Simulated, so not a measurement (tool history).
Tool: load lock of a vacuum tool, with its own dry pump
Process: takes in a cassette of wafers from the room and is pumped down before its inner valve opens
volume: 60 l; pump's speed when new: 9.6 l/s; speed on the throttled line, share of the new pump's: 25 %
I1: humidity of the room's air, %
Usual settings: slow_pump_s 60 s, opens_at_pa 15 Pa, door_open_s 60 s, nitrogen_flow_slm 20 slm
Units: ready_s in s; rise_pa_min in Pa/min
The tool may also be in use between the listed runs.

Run 1, hour 0.0: usual settings; I1 46.7. Result: ready_s 102.1 s, rise_pa_min 0.057 Pa/min.
Run 2, hour 140.2: usual settings; I1 44.6. Result: ready_s 103.4 s, rise_pa_min 0.059 Pa/min.
Run 3, hour 237.5: usual settings but nitrogen_flow_slm 7 slm; I1 43.5. Result: ready_s 102.3 s, rise_pa_min 0.073 Pa/min.
Run 4, hour 350.0: usual settings but slow_pump_s 31 s; I1 42.3. Result: ready_s 81.3 s, rise_pa_min 0.069 Pa/min.
Run 5, hour 416.0: usual settings but slow_pump_s 31 s; I1 50.1. Result: ready_s 80.8 s, rise_pa_min 0.077 Pa/min.
Run 6, hour 517.7: usual settings; I1 43.9. Result: ready_s 102.1 s, rise_pa_min 0.072 Pa/min.
Run 7, hour 611.5: usual settings; I1 42.7. Result: ready_s 102.1 s, rise_pa_min 0.087 Pa/min.
Run 8, hour 669.8: usual settings; I1 46.0. Result: ready_s 103.0 s, rise_pa_min 0.089 Pa/min.
Run 9, hour 775.3: usual settings; I1 45.6. Result: ready_s 101.5 s, rise_pa_min 0.092 Pa/min.
Run 10, hour 890.0: usual settings but opens_at_pa 14 Pa, nitrogen_flow_slm 22 slm; I1 43.0. Result: ready_s 103.1 s, rise_pa_min 0.096 Pa/min.
Run 11, hour 955.1: usual settings but slow_pump_s 102 s, opens_at_pa 16 Pa, door_open_s 47 s, nitrogen_flow_slm 37 slm; I1 43.3. Result: ready_s 132.6 s, rise_pa_min 0.100 Pa/min.
Run 12, hour 1055.1: usual settings but slow_pump_s 114 s, opens_at_pa 16 Pa, door_open_s 65 s, nitrogen_flow_slm 37 slm; I1 43.4. Result: ready_s 141.5 s, rise_pa_min 0.103 Pa/min.
Run 13, hour 1119.0: usual settings but slow_pump_s 43 s, nitrogen_flow_slm 10 slm; I1 42.4. Result: ready_s 90.5 s, rise_pa_min 0.111 Pa/min.
Run 14, hour 1191.7: usual settings but slow_pump_s 43 s, nitrogen_flow_slm 10 slm; I1 46.8. Result: ready_s 89.8 s, rise_pa_min 0.122 Pa/min.
Run 15, hour 1263.5: usual settings but slow_pump_s 43 s, opens_at_pa 17 Pa, nitrogen_flow_slm 26 slm; I1 44.6. Result: ready_s 89.4 s, rise_pa_min 0.114 Pa/min.

3 ways to go on from here, each from the tool as it stands after run 15. What would each give?
Run A, hour 1324.2: usual settings but slow_pump_s 42 s, door_open_s 38 s, nitrogen_flow_slm 35 slm; I1 44.1. Result: ready_s ?, rise_pa_min ?.
Run B, hour 1324.2: usual settings but slow_pump_s 43 s, opens_at_pa 17 Pa, nitrogen_flow_slm 16 slm; I1 44.6. Result: ready_s ?, rise_pa_min ?.
Run C, hour 1324.2: usual settings but slow_pump_s 103 s; I1 41.4. Result: ready_s ?, rise_pa_min ?.

run  ready_s  rise_pa_min
  A     89.5        0.103
  B     88.9        0.120
  C    135.2        0.125
Without the tool's hidden state the same runs would have given:
run  ready_s  rise_pa_min
  A     86.5        0.003
  B     86.1        0.018
  C    133.1        0.020

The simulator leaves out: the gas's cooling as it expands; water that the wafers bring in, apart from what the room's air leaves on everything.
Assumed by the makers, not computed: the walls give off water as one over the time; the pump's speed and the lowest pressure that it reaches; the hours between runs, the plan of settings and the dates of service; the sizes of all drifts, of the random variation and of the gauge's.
